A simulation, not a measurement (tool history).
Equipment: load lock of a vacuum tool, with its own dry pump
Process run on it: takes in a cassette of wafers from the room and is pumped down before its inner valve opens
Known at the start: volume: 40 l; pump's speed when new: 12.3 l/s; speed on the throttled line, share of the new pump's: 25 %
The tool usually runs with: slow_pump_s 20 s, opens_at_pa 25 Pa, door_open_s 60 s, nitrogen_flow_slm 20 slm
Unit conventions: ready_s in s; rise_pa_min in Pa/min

run	hour	slow_pump_s	opens_at_pa	door_open_s	nitrogen_flow_slm	incoming humidity of the room's air, %	ready_s	rise_pa_min
1	0.0	20	25	60	20	44.9	41.9	0.025
2	110.8	20	25	60	20	45.0	42.2	0.027
3	276.5	20	25	60	20	45.7	41.8	0.031
4	442.8	20	25	60	20	42.1	42.0	0.025
5	516.7	20	25	60	20	45.4	41.7	0.027
6	686.2	20	25	60	20	42.5	42.2	0.026
7	766.6	20	25	60	20	43.7	42.0	0.027
8	941.3	20	25	60	20	44.1	42.0	0.028
9	1055.8	20	25	48	20	41.5	42.1	0.020
10	1139.8	23	25	60	20	44.6	44.0	0.029
11	1247.6	23	25	60	20	48.6	44.2	0.034
12	1382.4	20	28	60	20	45.9	41.5	0.032
13	1493.7	20	28	60	20	46.0	41.8	0.027
14	1664.4	20	28	60	20	42.1	41.6	0.022
15	1795.9	20	28	60	20	44.7	41.4	0.025
16	1879.0	20	25	60	20	46.9	41.9	0.027
17	2049.9	17	41	60	8	48.2	38.3	0.041
18	2170.4	17	41	60	8	44.9	37.7	0.041
19	2249.3	20	25	64	20	42.5	42.2	0.029
20	2376.5	33	25	60	20	42.3	51.8	0.025
21	2548.2	33	25	60	20	43.4	51.6	0.029
22	2682.0	31	19	60	20	45.5	51.0	0.030
23	2834.3	31	19	60	20	43.8	50.8	0.026
24	2981.1	31	19	60	20	45.5	50.8	0.028
25	3113.0	25	20	119	43	47.5	46.4	0.020
26	3238.5	10	25	99	20	43.3	34.5	0.031
27	3401.7	10	25	99	20	43.5	34.5	0.037
28	3490.2	18	25	42	7	42.1	40.6	0.029
29	3653.3	18	25	42	7	42.8	40.5	0.031
30	3737.8	18	25	42	7	43.8	40.5	0.032
31	3877.9	26	25	166	22	43.0	46.5	0.035
32	3958.1	20	35	27	35	43.4	41.0	0.014

Branching from run 32: 5 alternative next runs. What would each branch give?
A	4057.2	30	38	60	20	45.0	?	?
B	4057.2	37	25	60	7	44.0	?	?
C	4057.2	39	36	101	35	48.6	?	?
D	4057.2	15	25	60	24	44.5	?	?
E	4057.2	21	25	60	10	46.9	?	?

run	ready_s	rise_pa_min
A	48.2	0.026
B	54.6	0.039
C	54.6	0.025
D	38.0	0.026
E	42.8	0.037
Without the tool's hidden state the same runs would have given:
run	ready_s	rise_pa_min
A	48.2	0.026
B	54.6	0.039
C	54.6	0.024
D	38.0	0.026
E	42.8	0.037
